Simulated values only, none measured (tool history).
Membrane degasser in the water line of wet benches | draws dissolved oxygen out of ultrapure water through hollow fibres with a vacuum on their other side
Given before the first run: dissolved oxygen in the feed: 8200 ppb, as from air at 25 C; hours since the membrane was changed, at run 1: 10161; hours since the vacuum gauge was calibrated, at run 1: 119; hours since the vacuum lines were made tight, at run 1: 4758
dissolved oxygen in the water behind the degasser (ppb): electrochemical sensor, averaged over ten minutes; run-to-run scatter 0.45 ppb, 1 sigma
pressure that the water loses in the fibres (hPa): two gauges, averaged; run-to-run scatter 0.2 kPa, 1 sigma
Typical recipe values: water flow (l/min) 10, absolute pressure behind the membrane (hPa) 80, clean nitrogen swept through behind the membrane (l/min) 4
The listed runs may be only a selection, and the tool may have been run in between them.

run,hour,water flow (l/min),absolute pressure behind the membrane (hPa),clean nitrogen swept through behind the membrane (l/min),hours since the membrane was changed,hours since the vacuum gauge was calibrated,hours since the vacuum lines were made tight,dissolved oxygen in the water behind the degasser (ppb),pressure that the water loses in the fibres (hPa)
1,0,10,80,4,10161,119,4758,36.2,436.9
2,187.8,10,80,4,10349,307,4946,36.1,435.4
3,437.2,10,80,4,10598,556,5196,37.5,439.8
# hour 514.1: seals of the vacuum lines changed
4,626.5,10,80,4,10785,743,112,35.9,440
5,799.7,10,80,4,10959,916,286,35.9,439.9
6,959.5,10,80,4,11118,1076,445,36.2,441.4
7,1163,10,67.4,4,11322,1280,649,28.3,435.9
# hour 1179.9: vacuum gauge calibrated
8,1273.7,10,67.4,4,11432,94,759,28.9,435.8
9,1427.8,15,146.4,4,11586,248,913,122,654.1
10,1615.7,10,124.2,4,11774,436,1101,64.1,441.8
11,1747.1,10,97.4,5.16,11905,567,1233,38.8,438.6
12,1907.2,6,80,5.31,12066,727,1393,16.3,262.8

Alternative continuations, all from the tool just after run 12; predict every row:
# hour 2009.2: vacuum gauge calibrated, once more
A,2085.9,6,80,8.38,12244,77,1571,?,?
# hour 2009.2: vacuum gauge calibrated, once more
B,2085.9,14,153.9,6.55,12244,77,1571,?,?
# hour 2009.2: vacuum gauge calibrated, once more
C,2085.9,7,87.6,2.44,12244,77,1571,?,?
# hour 2009.2: vacuum gauge calibrated, once more
D,2085.9,10,133.1,4.38,12244,77,1571,?,?

run,dissolved oxygen in the water behind the degasser (ppb),pressure that the water loses in the fibres (hPa)
A,10.2,263.9
B,79.4,611.8
C,42.6,310.4
D,64.1,438.9
With the hidden condition removed and each run's random variation left untouched, the same runs would have given:
run,dissolved oxygen in the water behind the degasser (ppb),pressure that the water loses in the fibres (hPa)
A,9.7,253.5
B,75.9,587.8
C,41.6,298.3
D,62,421.6

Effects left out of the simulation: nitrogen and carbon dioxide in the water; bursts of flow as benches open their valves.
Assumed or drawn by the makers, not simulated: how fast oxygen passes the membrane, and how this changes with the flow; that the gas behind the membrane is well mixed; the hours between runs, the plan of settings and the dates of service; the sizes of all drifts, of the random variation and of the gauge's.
